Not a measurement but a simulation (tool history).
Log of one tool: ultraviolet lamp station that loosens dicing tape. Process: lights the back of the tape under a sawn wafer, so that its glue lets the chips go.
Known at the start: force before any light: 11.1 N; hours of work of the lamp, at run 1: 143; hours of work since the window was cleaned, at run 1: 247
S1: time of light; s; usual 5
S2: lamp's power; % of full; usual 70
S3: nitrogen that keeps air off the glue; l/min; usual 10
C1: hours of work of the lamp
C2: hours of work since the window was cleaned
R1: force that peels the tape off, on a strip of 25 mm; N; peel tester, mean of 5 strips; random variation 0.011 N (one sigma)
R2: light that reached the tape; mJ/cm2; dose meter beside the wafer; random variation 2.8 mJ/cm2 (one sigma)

Run 1, hour 0.0: usual settings; C1 143; C2 247. Result: R1 0.457 N, R2 398 mJ/cm2.
Run 2, hour 8.8: usual settings but S2 80 % of full; C1 147; C2 251. Result: R1 0.355 N, R2 453 mJ/cm2.
Run 3, hour 22.1: usual settings but S2 80 % of full; C1 152; C2 257. Result: R1 0.362 N, R2 450 mJ/cm2.
Run 4, hour 34.5: usual settings but S3 8 l/min; C1 158; C2 262. Result: R1 0.576 N, R2 402 mJ/cm2.
Run 5, hour 45.4: usual settings but S3 7 l/min; C1 163; C2 267. Result: R1 0.627 N, R2 396 mJ/cm2.
Run 6, hour 57.3: usual settings but S3 7 l/min; C1 168; C2 273. Result: R1 0.641 N, R2 398 mJ/cm2.
Run 7, hour 65.1: usual settings but S3 7 l/min; C1 171; C2 276. Result: R1 0.635 N, R2 396 mJ/cm2.
At hour 75.7: window cleaned of glue's vapour.
Run 8, hour 78.5: usual settings; C1 177; C2 1. Result: R1 0.458 N, R2 392 mJ/cm2.
Run 9, hour 85.0: usual settings; C1 180; C2 4. Result: R1 0.455 N, R2 399 mJ/cm2.
Run 10, hour 91.6: usual settings; C1 183; C2 7. Result: R1 0.465 N, R2 399 mJ/cm2.
Run 11, hour 100.3: usual settings; C1 187; C2 11. Result: R1 0.445 N, R2 396 mJ/cm2.
Run 12, hour 111.0: usual settings; C1 192; C2 16. Result: R1 0.456 N, R2 400 mJ/cm2.
Run 13, hour 125.5: usual settings; C1 198; C2 22. Result: R1 0.479 N, R2 395 mJ/cm2.
Run 14, hour 136.3: usual settings but S3 4 l/min; C1 203; C2 27. Result: R1 1.018 N, R2 397 mJ/cm2.
Run 15, hour 145.9: usual settings but S1 9 s; C1 207; C2 31. Result: R1 0.242 N, R2 714 mJ/cm2.
Run 16, hour 152.1: usual settings but S1 9 s, S2 98 % of full, S3 18 l/min; C1 210; C2 34. Result: R1 0.229 N, R2 990 mJ/cm2.
Run 17, hour 159.5: usual settings but S3 13 l/min; C1 213; C2 37. Result: R1 0.405 N, R2 394 mJ/cm2.
Run 18, hour 171.5: usual settings but S2 63 % of full; C1 218; C2 42. Result: R1 0.591 N, R2 355 mJ/cm2.
Run 19, hour 181.3: usual settings but S1 4 s, S2 97 % of full, S3 5 l/min; C1 223; C2 47. Result: R1 0.689 N, R2 441 mJ/cm2.
Run 20, hour 188.8: usual settings but S1 3 s, S2 97 % of full, S3 14 l/min; C1 226; C2 50. Result: R1 0.507 N, R2 328 mJ/cm2.
Run 21, hour 202.0: usual settings but S1 3 s, S2 97 % of full, S3 14 l/min; C1 232; C2 56. Result: R1 0.519 N, R2 329 mJ/cm2.
Run 22, hour 215.7: usual settings but S1 3 s, S2 97 % of full, S3 14 l/min; C1 238; C2 62. Result: R1 0.527 N, R2 327 mJ/cm2.
Run 23, hour 222.6: usual settings but S1 10 s, S3 4 l/min; C1 241; C2 65. Result: R1 0.284 N, R2 787 mJ/cm2.
Run 24, hour 228.8: usual settings but S1 10 s, S3 4 l/min; C1 244; C2 68. Result: R1 0.287 N, R2 785 mJ/cm2.
Run 25, hour 238.7: usual settings but S1 10 s, S3 4 l/min; C1 248; C2 72. Result: R1 0.300 N, R2 794 mJ/cm2.

4 ways to go on from here, each from the tool as it stands after run 25. What would each give?
Run A, hour 252.9: usual settings but S1 9 s; C1 255; C2 79. Result: R1 ?, R2 ?.
Run B, hour 252.9: usual settings but S1 2 s, S2 64 % of full, S3 12 l/min; C1 255; C2 79. Result: R1 ?, R2 ?.
Run C, hour 252.9: usual settings but S1 10 s, S2 85 % of full, S3 6 l/min; C1 255; C2 79. Result: R1 ?, R2 ?.
Run D, hour 252.9: usual settings but S1 3 s, S2 72 % of full, S3 5 l/min; C1 255; C2 79. Result: R1 ?, R2 ?.

run     R1   R2
  A  0.217  710
  B  2.631  143
  C  0.227  969
  D  2.113  243
Without the tool's hidden state the same runs would have given:
run     R1   R2
  A  0.217  711
  B  2.627  144
  C  0.227  970
  D  2.109  243

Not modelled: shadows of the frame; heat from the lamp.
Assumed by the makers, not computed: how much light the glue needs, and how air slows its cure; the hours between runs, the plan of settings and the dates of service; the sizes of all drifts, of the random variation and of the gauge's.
